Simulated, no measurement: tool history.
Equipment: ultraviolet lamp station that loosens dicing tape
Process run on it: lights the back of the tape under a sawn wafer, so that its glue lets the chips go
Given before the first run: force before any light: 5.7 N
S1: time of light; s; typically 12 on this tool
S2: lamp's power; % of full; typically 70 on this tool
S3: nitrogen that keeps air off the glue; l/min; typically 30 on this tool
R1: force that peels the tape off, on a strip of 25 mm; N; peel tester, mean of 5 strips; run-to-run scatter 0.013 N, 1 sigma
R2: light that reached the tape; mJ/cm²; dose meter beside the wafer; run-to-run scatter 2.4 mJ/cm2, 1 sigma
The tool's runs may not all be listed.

run    hour  S1  S2  S3     R1   R2
  1       0  12  70  30  1.324  152
  2    28.2  19  70  30  0.679  234
       50.3  -- lamp changed
  3    59.1  12  83  30  0.424  287
  4    88.2  12  83  30  0.457  289
  5   142.6  12  83  30  0.472  280
  6   199.8  12  83  30  0.507  273
  7   254.3  12  77  30    0.6  249
  8   309.5  12  77  30  0.606  242
  9   366.9  12  77  30  0.632  240
 10   395.3  10  77  30  0.918  197
 11   427.5  11  77  30  0.775  217
 12   480.4  11  77  30  0.807  211
 13   534.9  11  77  30  0.874  203
 14   577.8  11  77  30  0.892  198
 15   626.8  11  77  30  0.903  199
 16   655.5  12  67  30  1.037  184
 17   705.9  12  67  30  1.076  181
 18   762.4  12  67  30  1.121  174
      768.2  -- window cleaned of glue's vapour
 19   801.6  18  75  30   0.36  323
 20   852.3   7  73  30  1.828  121
 21   906.3   8  70  30  1.687  131
 22   942.5  20  82  12  0.614  369
 23   996.6  20  82  12  0.639  360
 24  1023.1  16  67  23  0.863  231
 25  1069.3   7  70  10  3.153  104
 26  1129.5  12  77  35  0.898  189
 27  1169.4  12  77  35  0.877  185
 28    1211  12  77  35  0.976  180
 29  1245.8  19  70  24  0.695  259
 30  1287.8  19  70  24  0.706  251
 31  1340.9   9  70  39  1.655  121
 32  1394.9   9  86  10  2.398  141
 33  1445.8   9  86  10  2.561  131
 34  1501.4   9  86  10  2.715  129

Measured minus without-hidden-state, run by run (identical run-to-run variation in each term; gauge scatter may differ):
Unlogged tool condition in this case: lamp's light, % of a new lamp's; light that the window lets through, % of a clean one's; drift of the gauge itself on peel_n, %; drift of the gauge itself on dose_mj_cm2, %.
run      R1    R2
  1  +0.769  -103
  2  +0.436  -166
  3  +0.022    -7
  4  +0.032   -10
  5  +0.053   -17
  6  +0.078   -24
  7  +0.112   -28
  8  +0.135   -34
  9  +0.158   -39
 10   +0.23   -35
 11  +0.217   -42
 12  +0.248   -47
 13  +0.295   -51
 14  +0.314   -55
 15  +0.343   -59
 16  +0.395   -59
 17  +0.437   -63
 18  +0.485   -69
 19  +0.123   -83
 20  +0.489   -34
 21  +0.518   -41
 22  +0.272  -126
 23  +0.296  -134
 24  +0.404   -91
 25  +0.722   -44
 26  +0.459   -88
 27   +0.47   -92
 28  +0.531   -97
 29  +0.406  -145
 30   +0.42  -149
 31  +0.848   -74
 32   +1.01   -96
 33  +1.111   -99
 34  +1.213  -103
